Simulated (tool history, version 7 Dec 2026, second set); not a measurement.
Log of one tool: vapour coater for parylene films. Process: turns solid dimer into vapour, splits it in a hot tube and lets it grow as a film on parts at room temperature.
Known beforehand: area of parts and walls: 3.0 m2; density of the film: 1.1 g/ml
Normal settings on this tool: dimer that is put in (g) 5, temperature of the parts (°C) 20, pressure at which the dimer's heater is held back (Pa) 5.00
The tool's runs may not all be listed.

run    hour  dimer that is put in (g)  temperature of the parts (°C)  pressure at which the dimer's heater is held back (Pa)  thickness of the film (um)
  1     0.0                         5                             20                                                    5.00                       0.839
  2    62.7                         5                             20                                                    7.52                       0.753
       88.4  -- trap's valve overhauled
  3   109.7                         5                             20                                                    7.52                       0.719
  4   168.1                         5                             20                                                    7.52                       0.713
      213.2  -- trap's valve overhauled, once more
  5   218.3                         5                             20                                                    5.00                       0.904
  6   275.8                         5                             20                                                    5.56                       0.871
  7   336.8                         5                             12                                                    5.00                       1.287
  8   370.7                         5                             15                                                    5.00                       1.111
  9   404.4                         3                             15                                                    5.00                       0.659
 10   458.9                         3                             15                                                    5.00                       0.657
      496.3  -- trap's valve overhauled
 11   526.1                         5                             20                                                    2.60                       1.078
 12   586.0                         5                             20                                                    2.60                       1.064
      603.2  -- table's thermometer calibrated
 13   618.3                         5                             20                                                    3.27                       0.927
 14   663.8                         5                             20                                                    3.27                       0.914
 15   691.8                         5                             20                                                    5.00                       0.823
 16   722.0                         5                             20                                                    5.00                       0.816
 17   764.7                         5                             20                                                    5.00                       0.815
      781.7  -- trap's valve overhauled
 18   817.2                         5                             20                                                    5.00                       0.857
 19   857.1                         5                             20                                                    5.00                       0.856
 20   890.2                         5                             20                                                    5.00                       0.853
 21   916.7                         5                             14                                                    5.00                       1.131
 22   974.3                         5                             26                                                    5.00                       0.626
 23  1032.8                         2                             28                                                    2.89                       0.261
     1063.6  -- trap's valve overhauled
 24  1076.1                         2                             28                                                    2.89                       0.278
 25  1139.6                         5                             20                                                    2.19                       1.074
 26  1188.4                         3                             14                                                    5.00                       0.690
 27  1240.7                         3                             27                                                    6.06                       0.354
 28  1302.5                         5                             20                                                    3.23                       0.941
     1349.2  -- trap's valve overhauled
 29  1367.8                         5                             28                                                    2.24                       0.750
 30  1419.0                         6                             32                                                    4.81                       0.616
 31  1477.5                         6                             32                                                    4.81                       0.613
 32  1507.7                         6                             32                                                    4.81                       0.610
     1514.1  -- table's thermometer calibrated
 33  1567.7                         6                             32                                                    4.81                       0.560
 34  1601.2                         3                             20                                                    5.00                       0.490
     1635.9  -- trap's valve overhauled
 35  1652.1                         8                             20                                                    5.00                       1.395
 36  1714.1                         8                             26                                                    3.37                       1.144

Run 37 is up next; what results do you expect?
 37  1752.3                         3                             16                                                    5.26                           ?

{"run 37": {"thickness of the film (um)": 0.6}}
Take away the tool's hidden state, keep the run-to-run variation as it was, and the same run would have given thickness of the film (um) 0.603.
